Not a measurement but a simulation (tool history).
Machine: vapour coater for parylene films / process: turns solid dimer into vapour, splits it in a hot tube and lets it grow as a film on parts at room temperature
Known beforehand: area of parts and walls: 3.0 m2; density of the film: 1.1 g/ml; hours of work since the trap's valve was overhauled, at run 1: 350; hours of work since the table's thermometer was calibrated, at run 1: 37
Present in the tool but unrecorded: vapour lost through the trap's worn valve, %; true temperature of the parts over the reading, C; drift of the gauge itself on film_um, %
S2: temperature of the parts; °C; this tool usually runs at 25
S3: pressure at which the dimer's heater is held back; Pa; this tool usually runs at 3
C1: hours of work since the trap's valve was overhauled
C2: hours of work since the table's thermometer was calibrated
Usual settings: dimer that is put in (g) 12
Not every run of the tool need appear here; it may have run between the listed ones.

run 1 hour=0 | dimer_that_is_put_in_(g)=12 S2=25 S3=3 | C1=350 C2=37 | thickness_of_the_film_(µm)=2.67
run 2 hour=9.7 | dimer_that_is_put_in_(g)=12 S2=25 S3=3 | C1=357 C2=44 | thickness_of_the_film_(µm)=2.63
run 3 hour=30.3 | dimer_that_is_put_in_(g)=12 S2=20 S3=3 | C1=371 C2=57 | thickness_of_the_film_(µm)=3.37
run 4 hour=49 | dimer_that_is_put_in_(g)=12 S2=20 S3=3 | C1=383 C2=70 | thickness_of_the_film_(µm)=3.31
run 5 hour=63.3 | dimer_that_is_put_in_(g)=12 S2=20 S3=3 | C1=392 C2=79 | thickness_of_the_film_(µm)=3.33
run 6 hour=82.6 | dimer_that_is_put_in_(g)=12 S2=20 S3=3 | C1=405 C2=92 | thickness_of_the_film_(µm)=3.4
run 7 hour=102.1 | dimer_that_is_put_in_(g)=12 S2=20 S3=3 | C1=418 C2=105 | thickness_of_the_film_(µm)=3.33
run 8 hour=115.2 | dimer_that_is_put_in_(g)=12 S2=20 S3=3 | C1=427 C2=113 | thickness_of_the_film_(µm)=3.38
run 9 hour=135.2 | dimer_that_is_put_in_(g)=12 S2=20 S3=3 | C1=440 C2=126 | thickness_of_the_film_(µm)=3.36
run 10 hour=156.7 | dimer_that_is_put_in_(g)=12 S2=20 S3=3 | C1=454 C2=141 | thickness_of_the_film_(µm)=3.35
run 11 hour=173.2 | dimer_that_is_put_in_(g)=12 S2=20 S3=3 | C1=465 C2=152 | thickness_of_the_film_(µm)=3.35
run 12 hour=190.7 | dimer_that_is_put_in_(g)=6 S2=36 S3=3 | C1=476 C2=163 | thickness_of_the_film_(µm)=0.8
run 13 hour=208 | dimer_that_is_put_in_(g)=8 S2=20 S3=10.31 | C1=488 C2=175 | thickness_of_the_film_(µm)=1.99
run 14 hour=224.7 | dimer_that_is_put_in_(g)=8 S2=20 S3=10.31 | C1=499 C2=186 | thickness_of_the_film_(µm)=1.96
run 15 hour=242.5 | dimer_that_is_put_in_(g)=8 S2=20 S3=6.58 | C1=511 C2=197 | thickness_of_the_film_(µm)=2.05
run 16 hour=255.3 | dimer_that_is_put_in_(g)=14 S2=25 S3=4.01 | C1=519 C2=206 | thickness_of_the_film_(µm)=3
run 17 hour=269.4 | dimer_that_is_put_in_(g)=14 S2=25 S3=3.47 | C1=528 C2=215 | thickness_of_the_film_(µm)=3.05
run 18 hour=282.2 | dimer_that_is_put_in_(g)=14 S2=25 S3=3.47 | C1=537 C2=224 | thickness_of_the_film_(µm)=3.05
run 19 hour=296.7 | dimer_that_is_put_in_(g)=14 S2=17 S3=8.07 | C1=546 C2=233 | thickness_of_the_film_(µm)=4.12
run 20 hour=307.5 | dimer_that_is_put_in_(g)=14 S2=17 S3=8.07 | C1=554 C2=240 | thickness_of_the_film_(µm)=4.08

Run 21, settings as shown, results not yet in. Your forecast:
run 21 hour=323.4 | dimer_that_is_put_in_(g)=13 S2=30 S3=3.66 | C1=564 C2=251 | thickness_of_the_film_(µm)=?

thickness of the film (µm): 2.3
With the hidden condition absent and the run-to-run variation left alone, this run would have shown thickness of the film (µm) 2.31.

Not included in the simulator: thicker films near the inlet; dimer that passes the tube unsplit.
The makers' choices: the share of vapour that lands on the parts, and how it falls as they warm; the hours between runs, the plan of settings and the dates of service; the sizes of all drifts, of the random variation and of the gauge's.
